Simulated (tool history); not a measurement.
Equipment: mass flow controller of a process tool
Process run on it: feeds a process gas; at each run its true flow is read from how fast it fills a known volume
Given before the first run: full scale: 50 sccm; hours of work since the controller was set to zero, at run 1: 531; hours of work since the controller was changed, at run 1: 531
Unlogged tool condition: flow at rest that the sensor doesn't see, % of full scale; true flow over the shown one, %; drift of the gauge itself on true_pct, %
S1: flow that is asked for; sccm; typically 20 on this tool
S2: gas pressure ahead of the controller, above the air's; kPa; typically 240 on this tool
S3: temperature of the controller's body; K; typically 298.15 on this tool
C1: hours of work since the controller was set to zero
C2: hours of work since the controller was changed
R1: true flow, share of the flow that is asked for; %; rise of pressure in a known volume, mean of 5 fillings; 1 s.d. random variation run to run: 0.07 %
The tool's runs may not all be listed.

| run | day | S1 | S2 | S3 | C1 | C2 | R1 |
|---|---|---|---|---|---|---|---|
| 1 | 0.000 | 20 | 240 | 298.15 | 531 | 531 | 99.19 |
| 2 | 2.562 | 20 | 240 | 298.15 | 573 | 573 | 99.28 |
| 3 | 4.904 | 20 | 240 | 298.15 | 611 | 611 | 99.21 |
| 4 | 7.233 | 20 | 240 | 298.15 | 650 | 650 | 99.17 |
| 5 | 9.171 | 6 | 240 | 298.15 | 681 | 681 | 98.17 |
| 6 | 12.154 | 20 | 240 | 298.15 | 730 | 730 | 99.33 |
| 7 | 14.967 | 20 | 240 | 298.15 | 777 | 777 | 99.20 |
| 8 | 18.333 | 20 | 240 | 298.15 | 832 | 832 | 99.32 |
| 9 | 19.808 | 20 | 240 | 298.15 | 856 | 856 | 99.08 |
| 10 | 22.742 | 20 | 240 | 298.15 | 904 | 904 | 99.17 |
| 11 | 25.050 | 20 | 240 | 298.15 | 942 | 942 | 99.13 |
| 12 | 26.771 | 20 | 240 | 298.15 | 970 | 970 | 99.20 |
| 13 | 30.179 | 20 | 195 | 298.15 | 1026 | 1026 | 99.06 |
| 14 | 32.979 | 12 | 240 | 298.15 | 1072 | 1072 | 98.71 |
| 15 | 34.962 | 12 | 240 | 298.15 | 1105 | 1105 | 98.66 |
| 16 | 37.692 | 12 | 240 | 298.15 | 1150 | 1150 | 98.69 |
| 17 | 40.817 | 20 | 240 | 300.15 | 1201 | 1201 | 99.31 |
| 18 | 43.867 | 20 | 240 | 300.15 | 1251 | 1251 | 99.10 |
| 19 | 45.542 | 20 | 240 | 300.15 | 1279 | 1279 | 99.18 |
| 20 | 48.912 | 20 | 240 | 300.15 | 1334 | 1334 | 99.30 |
| 21 | 52.038 | 20 | 240 | 300.15 | 1386 | 1386 | 99.15 |
| 22 | 54.412 | 20 | 240 | 300.15 | 1425 | 1425 | 99.24 |
| 23 | 56.842 | 20 | 194 | 298.15 | 1464 | 1464 | 98.96 |
| 24 | 59.054 | 20 | 240 | 298.15 | 1501 | 1501 | 99.18 |
| 25 | 60.475 | 20 | 173 | 310.15 | 1524 | 1524 | 99.82 |
| 26 | 61.883 | 8 | 198 | 298.15 | 1547 | 1547 | 97.78 |
| 27 | 64.608 | 5 | 145 | 312.15 | 1592 | 1592 | 97.68 |
| 28 | 66.779 | 5 | 145 | 312.15 | 1628 | 1628 | 97.54 |
| 29 | 68.775 | 5 | 145 | 312.15 | 1661 | 1661 | 97.50 |
| 30 | 70.600 | 6 | 240 | 296.15 | 1691 | 1691 | 96.78 |
| 31 | 73.021 | 22 | 164 | 295.15 | 1730 | 1730 | 98.75 |
|  | 73.279 | controller's zero set anew |
| 32 | 74.879 | 35 | 164 | 295.15 | 26 | 1760 | 98.94 |
| 33 | 78.062 | 35 | 164 | 295.15 | 79 | 1813 | 99.05 |
|  | 79.946 | controller's zero set anew, once more |
| 34 | 79.946 | 35 | 144 | 295.15 | 0 | 1843 | 99.70 |
| 35 | 81.588 | 20 | 221 | 298.15 | 27 | 1870 | 99.61 |
| 36 | 83.558 | 20 | 221 | 298.15 | 59 | 1903 | 99.54 |
| 37 | 85.350 | 30 | 208 | 305.15 | 89 | 1932 | 100.36 |
| 38 | 87.862 | 45 | 240 | 300.15 | 130 | 1973 | 100.38 |
| 39 | 90.392 | 20 | 213 | 310.15 | 172 | 2015 | 100.27 |
| 40 | 93.467 | 7 | 205 | 298.15 | 222 | 2065 | 98.87 |
| 41 | 95.538 | 20 | 160 | 298.15 | 256 | 2099 | 99.38 |
| 42 | 96.946 | 10 | 201 | 297.15 | 279 | 2123 | 98.88 |
| 43 | 99.900 | 5 | 228 | 304.15 | 328 | 2171 | 98.98 |
| 44 | 103.225 | 10 | 228 | 295.15 | 382 | 2226 | 98.85 |
| 45 | 105.700 | 12 | 255 | 302.15 | 423 | 2266 | 99.44 |
| 46 | 108.467 | 25 | 201 | 302.15 | 469 | 2312 | 99.93 |
| 47 | 111.292 | 5 | 241 | 299.15 | 515 | 2358 | 98.47 |
| 48 | 114.029 | 19 | 205 | 302.15 | 560 | 2403 | 99.54 |

Forecast each of these 3 alternatives for the next run:
| A | 116.321 | 17 | 186 | 302.15 | 598 | 2441 | ? |
| B | 116.321 | 16 | 240 | 293.15 | 598 | 2441 | ? |
| C | 116.321 | 19 | 194 | 298.15 | 598 | 2441 | ? |

| run | R1 |
|---|---|
| A | 99.52 |
| B | 98.94 |
| C | 99.37 |
Had the tool no hidden state, the same runs would have come out as:
| run | R1 |
|---|---|
| A | 99.40 |
| B | 98.85 |
| C | 99.22 |
